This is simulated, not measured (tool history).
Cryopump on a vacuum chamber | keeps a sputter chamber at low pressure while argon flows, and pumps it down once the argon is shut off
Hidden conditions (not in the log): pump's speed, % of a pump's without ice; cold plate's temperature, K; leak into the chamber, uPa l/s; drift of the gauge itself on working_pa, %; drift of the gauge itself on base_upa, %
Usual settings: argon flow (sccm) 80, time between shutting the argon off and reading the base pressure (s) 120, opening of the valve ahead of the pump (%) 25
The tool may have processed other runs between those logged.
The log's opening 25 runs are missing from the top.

run     day  argon flow (sccm)  time between shutting the argon off and reading the base pressure (s)  opening of the valve ahead of the pump (%)  hours of work since the pump was warmed up and emptied  hours of work since the cold head was overhauled  hours of work since the chamber's fittings were tightened  pressure while argon flows (Pa)  pressure after the wait (uPa)
 26  12.054                106                                                                    100                                          49                                                     246                                               246                                                       3446                           0.2824                           2.37
 27  12.412                102                                                                    120                                          47                                                     252                                               252                                                       3452                           0.2825                           2.31
 28  12.796                 66                                                                     41                                          30                                                     259                                               259                                                       3458                           0.2776                           3.88
 29  13.267                 80                                                                    116                                          25                                                     266                                               266                                                       3465                           0.4023                           2.36
 30  13.675                109                                                                     67                                          25                                                     273                                               273                                                       3472                           0.5477                           2.99
     14.196  -- leaking fittings of the chamber tightened, without venting
 31  14.196                109                                                                     67                                          25                                                     280                                               280                                                          0                           0.5509                           1.73
 32  14.867                 38                                                                     39                                          33                                                     291                                               291                                                         11                           0.1491                           2.73
 33  15.496                 64                                                                    227                                          39                                                     301                                               301                                                         21                           0.2112                           0.71
 34      16                145                                                                     37                                          32                                                     309                                               309                                                         29                           0.5857                           2.88
 35  16.329                 33                                                                    120                                          16                                                     315                                               315                                                         35                           0.2554                           1.12

Alternative continuations, all from the tool just after run 35; predict every row:
  A  16.717                 80                                                                    291                                          25                                                     321                                               321                                                         41                                ?                              ?
  B  16.717                 80                                                                     78                                          37                                                     321                                               321                                                         41                                ?                              ?
  C  16.717                100                                                                    274                                          29                                                     321                                               321                                                         41                                ?                              ?

run  pressure while argon flows (Pa)  pressure after the wait (uPa)
  A                           0.4054                           0.65
  B                           0.2847                            1.5
  C                           0.4404                           0.62
Without the tool's unlogged condition, the same runs would have read:
run  pressure while argon flows (Pa)  pressure after the wait (uPa)
  A                           0.3804                           0.56
  B                           0.2595                           1.41
  C                           0.4092                           0.53
